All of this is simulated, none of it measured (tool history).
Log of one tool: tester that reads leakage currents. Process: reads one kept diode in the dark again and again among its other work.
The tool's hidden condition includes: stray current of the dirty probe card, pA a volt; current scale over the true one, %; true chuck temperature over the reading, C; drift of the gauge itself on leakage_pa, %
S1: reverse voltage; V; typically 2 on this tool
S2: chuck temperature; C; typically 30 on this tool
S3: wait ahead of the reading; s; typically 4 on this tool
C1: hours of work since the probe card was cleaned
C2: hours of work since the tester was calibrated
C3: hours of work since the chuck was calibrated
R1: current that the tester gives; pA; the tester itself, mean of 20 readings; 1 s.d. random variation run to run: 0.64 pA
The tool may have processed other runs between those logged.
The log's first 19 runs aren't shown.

| run | hour | S1 | S2 | S3 | C1 | C2 | C3 | R1 |
|---|---|---|---|---|---|---|---|---|
| 20 | 420.6 | 2 | 41 | 4 | 468 | 703 | 703 | 442.26 |
| 21 | 450.3 | 2 | 41 | 4 | 480 | 716 | 716 | 441.73 |
| 22 | 478.6 | 2 | 53 | 1.01 | 492 | 727 | 727 | 1028.14 |
| 23 | 493.7 | 3.01 | 42 | 7.11 | 498 | 733 | 733 | 543.45 |
| 24 | 522.1 | 6.19 | 53 | 1.08 | 510 | 745 | 745 | 1493.15 |
| 25 | 554.6 | 6.19 | 53 | 4.15 | 523 | 759 | 759 | 1479.76 |
| 26 | 589.7 | 6.67 | 30 | 4 | 538 | 773 | 773 | 284.27 |
| 27 | 610.7 | 6.67 | 30 | 4 | 546 | 782 | 782 | 283.81 |
| 28 | 632.6 | 15.71 | 25 | 0.79 | 555 | 791 | 791 | 258.44 |
| 29 | 656.5 | 5.19 | 24 | 9.6 | 565 | 801 | 801 | 161.4 |
| 30 | 677.4 | 2 | 57 | 4 | 574 | 809 | 809 | 1322.43 |
| 31 | 693.3 | 2 | 33 | 8.46 | 581 | 816 | 816 | 240.58 |
| 32 | 722 | 2 | 33 | 8.46 | 592 | 828 | 828 | 239.43 |
| 33 | 742.8 | 3.55 | 36 | 4 | 601 | 836 | 836 | 361.46 |
| 34 | 772.3 | 1.78 | 43 | 3.32 | 613 | 849 | 849 | 483.83 |
| 35 | 803.3 | 2.76 | 30 | 1.47 | 626 | 861 | 861 | 210.45 |
| 36 | 838.2 | 2 | 24 | 2.93 | 640 | 876 | 876 | 115.96 |
| 37 | 861 | 15.87 | 34 | 3.85 | 650 | 885 | 885 | 505.86 |
| 38 | 881.5 | 15.87 | 34 | 3.85 | 658 | 894 | 894 | 507.35 |
| 39 | 916 | 15.87 | 34 | 3.85 | 673 | 908 | 908 | 506.85 |

Branching from run 39: 3 alternative next runs. What would each branch give?
| A | 943.8 | 2 | 28 | 0.57 | 684 | 919 | 919 | ? |
| B | 943.8 | 1.76 | 30 | 0.85 | 684 | 919 | 919 | ? |
| C | 943.8 | 2 | 55 | 0.95 | 684 | 919 | 919 | ? |

| run | R1 |
|---|---|
| A | 159.62 |
| B | 179.52 |
| C | 1153.08 |
What these runs would have given with no unlogged condition in the tool:
| run | R1 |
|---|---|
| A | 181.13 |
| B | 203.5 |
| C | 1286.8 |
